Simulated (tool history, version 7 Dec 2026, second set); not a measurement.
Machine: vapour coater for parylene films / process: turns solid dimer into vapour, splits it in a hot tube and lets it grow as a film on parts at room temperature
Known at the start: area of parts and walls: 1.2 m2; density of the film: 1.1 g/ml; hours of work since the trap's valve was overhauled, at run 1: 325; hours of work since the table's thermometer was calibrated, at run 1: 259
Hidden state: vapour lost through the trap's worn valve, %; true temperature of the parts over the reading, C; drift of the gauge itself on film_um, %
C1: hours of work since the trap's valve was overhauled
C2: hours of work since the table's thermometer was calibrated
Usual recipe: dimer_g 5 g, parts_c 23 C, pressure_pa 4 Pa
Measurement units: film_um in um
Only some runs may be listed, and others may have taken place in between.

Run 1, day 0: usual settings; C1 325; C2 259. Result: film_um 2.16 um.
Run 2, day 0.971: usual settings but parts_c 19 C; C1 341; C2 275. Result: film_um 2.57 um.
Run 3, day 2.438: usual settings but parts_c 19 C; C1 365; C2 299. Result: film_um 2.56 um.
Run 4, day 3.275: usual settings but parts_c 19 C; C1 379; C2 313. Result: film_um 2.57 um.
Run 5, day 4.708: usual settings but parts_c 19 C; C1 403; C2 336. Result: film_um 2.56 um.
Run 6, day 5.488: usual settings but parts_c 19 C; C1 415; C2 349. Result: film_um 2.56 um.
Run 7, day 6.329: usual settings; C1 429; C2 363. Result: film_um 2.14 um.
At day 7.308: trap's valve overhauled.
Run 8, day 7.875: usual settings; C1 9; C2 386. Result: film_um 2.28 um.
Run 9, day 9.2: usual settings; C1 31; C2 408. Result: film_um 2.27 um.
Run 10, day 10.458: usual settings; C1 52; C2 429. Result: film_um 2.26 um.
Run 11, day 11.596: usual settings; C1 71; C2 447. Result: film_um 2.27 um.
Run 12, day 12.35: usual settings; C1 83; C2 460. Result: film_um 2.24 um.
Run 13, day 13.925: usual settings; C1 109; C2 486. Result: film_um 2.24 um.
Run 14, day 15.479: usual settings; C1 135; C2 512. Result: film_um 2.23 um.
Run 15, day 17.096: usual settings but parts_c 24 C; C1 162; C2 538. Result: film_um 2.14 um.
Run 16, day 18.458: usual settings but parts_c 32 C; C1 184; C2 561. Result: film_um 1.48 um.
Run 17, day 19.138: usual settings but parts_c 32 C; C1 196; C2 572. Result: film_um 1.48 um.
Run 18, day 20.471: usual settings but parts_c 32 C; C1 218; C2 594. Result: film_um 1.45 um.
Run 19, day 21.246: usual settings but parts_c 32 C; C1 230; C2 607. Result: film_um 1.47 um.
Run 20, day 22.183: usual settings but parts_c 32 C; C1 246; C2 623. Result: film_um 1.47 um.
Run 21, day 23.233: usual settings; C1 263; C2 640. Result: film_um 2.19 um.
Run 22, day 24.125: usual settings; C1 278; C2 655. Result: film_um 2.2 um.
Run 23, day 25.017: usual settings; C1 293; C2 669. Result: film_um 2.19 um.
Run 24, day 25.754: usual settings but dimer_g 4 g; C1 305; C2 682. Result: film_um 1.73 um.
Run 25, day 27.321: usual settings but dimer_g 9 g, parts_c 22 C, pressure_pa 7.28 Pa; C1 331; C2 708. Result: film_um 3.84 um.
Run 26, day 28.754: usual settings but dimer_g 7 g, parts_c 22 C, pressure_pa 7.28 Pa; C1 355; C2 731. Result: film_um 3 um.
Run 27, day 29.788: usual settings but dimer_g 4 g, pressure_pa 2.01 Pa; C1 372; C2 748. Result: film_um 1.84 um.
Run 28, day 30.529: usual settings but dimer_g 4 g, parts_c 15 C, pressure_pa 3.98 Pa; C1 384; C2 761. Result: film_um 2.46 um.
Run 29, day 31.75: usual settings but dimer_g 3 g, parts_c 15 C, pressure_pa 8.01 Pa; C1 404; C2 781. Result: film_um 1.74 um.
Run 30, day 32.921: usual settings but dimer_g 3 g, parts_c 15 C, pressure_pa 8.01 Pa; C1 423; C2 800. Result: film_um 1.72 um.
Run 31, day 33.975: usual settings but dimer_g 3 g, parts_c 27 C, pressure_pa 5.51 Pa; C1 441; C2 817. Result: film_um 1.04 um.
At day 34.262: trap's valve overhauled.
Run 32, day 34.904: usual settings but parts_c 18 C, pressure_pa 3 Pa; C1 11; C2 830. Result: film_um 2.98 um.
Run 33, day 35.625: usual settings but parts_c 18 C, pressure_pa 3 Pa; C1 22; C2 842. Result: film_um 3 um.
Run 34, day 37.246: usual settings but parts_c 18 C, pressure_pa 3 Pa; C1 49; C2 869. Result: film_um 3.01 um.
Run 35, day 38.179: usual settings but dimer_g 8 g, parts_c 27 C; C1 65; C2 884. Result: film_um 3.09 um.
Run 36, day 39.017: usual settings but dimer_g 8 g, parts_c 27 C; C1 79; C2 898. Result: film_um 3.09 um.
Run 37, day 40.146: usual settings but dimer_g 4 g, pressure_pa 2.42 Pa; C1 97; C2 917. Result: film_um 1.96 um.
Run 38, day 40.917: usual settings but parts_c 26 C, pressure_pa 2.42 Pa; C1 110; C2 930. Result: film_um 2.11 um.
Run 39, day 42.417: usual settings but parts_c 19 C; C1 135; C2 954. Result: film_um 2.75 um.
Run 40, day 43.804: usual settings but parts_c 19 C; C1 158; C2 977. Result: film_um 2.73 um.
Run 41, day 44.529: usual settings but parts_c 19 C, pressure_pa 7.18 Pa; C1 170; C2 989. Result: film_um 2.58 um.
Run 42, day 45.579: usual settings but dimer_g 4 g, parts_c 16 C, pressure_pa 7.18 Pa; C1 187; C2 1007. Result: film_um 2.34 um.
Run 43, day 46.829: usual settings but dimer_g 4 g, parts_c 16 C, pressure_pa 7.18 Pa; C1 208; C2 1027. Result: film_um 2.33 um.
Run 44, day 47.75: usual settings but dimer_g 4 g, parts_c 16 C, pressure_pa 7.18 Pa; C1 223; C2 1042. Result: film_um 2.35 um.
Run 45, day 48.421: usual settings but dimer_g 4 g, parts_c 29 C, pressure_pa 7.18 Pa; C1 234; C2 1054. Result: film_um 1.31 um.
Run 46, day 49.421: usual settings but dimer_g 4 g, parts_c 29 C, pressure_pa 7.18 Pa; C1 251; C2 1070. Result: film_um 1.29 um.
Run 47, day 50.738: usual settings but parts_c 25 C; C1 272; C2 1092. Result: film_um 2.05 um.
Run 48, day 52.171: usual settings but parts_c 28 C, pressure_pa 2.3 Pa; C1 296; C2 1116. Result: film_um 1.87 um.

3 options for the next run, each taken on its own from the tool as it stands now. Forecast them:
Run A, day 53.042: usual settings but parts_c 20 C, pressure_pa 11.34 Pa; C1 310; C2 1130. Result: film_um ?.
Run B, day 53.042: usual settings but pressure_pa 8.92 Pa; C1 310; C2 1130. Result: film_um ?.
Run C, day 53.042: usual settings but parts_c 26 C, pressure_pa 6.83 Pa; C1 310; C2 1130. Result: film_um ?.

run  film_um
  A     2.29
  B     2.03
  C     1.85
With no hidden state in the tool, these same runs would have given:
run  film_um
  A     2.33
  B     2.07
  C     1.89
